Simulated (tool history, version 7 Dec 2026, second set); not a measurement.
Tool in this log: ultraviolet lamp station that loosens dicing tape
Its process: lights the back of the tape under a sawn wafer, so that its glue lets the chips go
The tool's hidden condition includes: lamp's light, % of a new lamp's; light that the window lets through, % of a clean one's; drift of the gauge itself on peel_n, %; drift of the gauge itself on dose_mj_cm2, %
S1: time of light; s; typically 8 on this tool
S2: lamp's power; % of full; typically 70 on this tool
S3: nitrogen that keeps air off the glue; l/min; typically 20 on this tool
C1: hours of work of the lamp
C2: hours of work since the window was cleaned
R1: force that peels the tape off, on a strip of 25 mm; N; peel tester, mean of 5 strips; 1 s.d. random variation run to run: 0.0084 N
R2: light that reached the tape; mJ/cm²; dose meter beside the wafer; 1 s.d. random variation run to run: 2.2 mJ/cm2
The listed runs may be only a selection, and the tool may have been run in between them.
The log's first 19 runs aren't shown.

Run 20, hour 561.6: usual settings but S1 9 s, S2 62 % of full, S3 8 l/min; C1 1032; C2 242. Result: R1 1.420 N, R2 130 mJ/cm².
Run 21, hour 588.1: usual settings but S3 34 l/min; C1 1048; C2 259. Result: R1 0.552 N, R2 129 mJ/cm².
Run 22, hour 607.7: usual settings but S1 7 s, S2 75 % of full, S3 16 l/min; C1 1060; C2 271. Result: R1 1.063 N, R2 121 mJ/cm².
Run 23, hour 635.3: usual settings but S2 80 % of full; C1 1077; C2 288. Result: R1 0.636 N, R2 141 mJ/cm².
Run 24, hour 670.9: usual settings but S1 9 s, S3 9 l/min; C1 1099; C2 310. Result: R1 1.112 N, R2 137 mJ/cm².
Run 25, hour 688.9: usual settings but S1 4 s, S2 66 % of full; C1 1110; C2 321. Result: R1 2.374 N, R2 60 mJ/cm².
Run 26, hour 727.5: usual settings but S3 7 l/min; C1 1134; C2 344. Result: R1 1.581 N, R2 124 mJ/cm².
Run 27, hour 764.0: usual settings but S3 7 l/min; C1 1157; C2 367. Result: R1 1.644 N, R2 119 mJ/cm².
Run 28, hour 793.9: usual settings but S1 12 s, S2 69 % of full, S3 9 l/min; C1 1175; C2 385. Result: R1 0.748 N, R2 177 mJ/cm².
At hour 810.9: lamp changed.
Run 29, hour 818.1: usual settings but S1 5 s, S2 76 % of full; C1 4; C2 400. Result: R1 0.995 N, R2 111 mJ/cm².
Run 30, hour 852.0: usual settings but S1 5 s, S2 76 % of full; C1 25; C2 420. Result: R1 0.985 N, R2 112 mJ/cm².
Run 31, hour 889.3: usual settings but S1 5 s, S2 76 % of full; C1 48; C2 443. Result: R1 1.008 N, R2 106 mJ/cm².
Run 32, hour 920.0: usual settings but S1 6 s, S2 88 % of full, S3 37 l/min; C1 67; C2 462. Result: R1 0.367 N, R2 152 mJ/cm².
Run 33, hour 953.9: usual settings but S1 11 s, S2 61 % of full; C1 88; C2 483. Result: R1 0.311 N, R2 190 mJ/cm².
Run 34, hour 989.7: usual settings but S1 12 s; C1 110; C2 505. Result: R1 0.189 N, R2 236 mJ/cm².
Run 35, hour 1008.5: usual settings but S1 9 s, S2 64 % of full; C1 122; C2 517. Result: R1 0.461 N, R2 166 mJ/cm².
Run 36, hour 1048.0: usual settings but S1 9 s, S2 64 % of full; C1 146; C2 541. Result: R1 0.484 N, R2 159 mJ/cm².

Alternative continuations, all from the tool just after run 36; predict every row:
Run A, hour 1076.4: usual settings but S1 5 s, S2 76 % of full, S3 10 l/min; C1 163; C2 559. Result: R1 ?, R2 ?.
Run B, hour 1076.4: usual settings but S1 7 s, S2 80 % of full; C1 163; C2 559. Result: R1 ?, R2 ?.
Run C, hour 1076.4: usual settings but S1 6 s, S2 68 % of full; C1 163; C2 559. Result: R1 ?, R2 ?.
Run D, hour 1076.4: usual settings but S1 9 s, S2 91 % of full; C1 163; C2 559. Result: R1 ?, R2 ?.
Run E, hour 1076.4: usual settings but S1 9 s, S2 81 % of full; C1 163; C2 559. Result: R1 ?, R2 ?.

run     R1   R2
  A  1.632  106
  B  0.521  156
  C  0.960  112
  D  0.203  225
  E  0.275  199
Without the tool's hidden state the same runs would have given:
run     R1   R2
  A  1.245  127
  B  0.338  188
  C  0.672  135
  D  0.135  271
  E  0.178  240

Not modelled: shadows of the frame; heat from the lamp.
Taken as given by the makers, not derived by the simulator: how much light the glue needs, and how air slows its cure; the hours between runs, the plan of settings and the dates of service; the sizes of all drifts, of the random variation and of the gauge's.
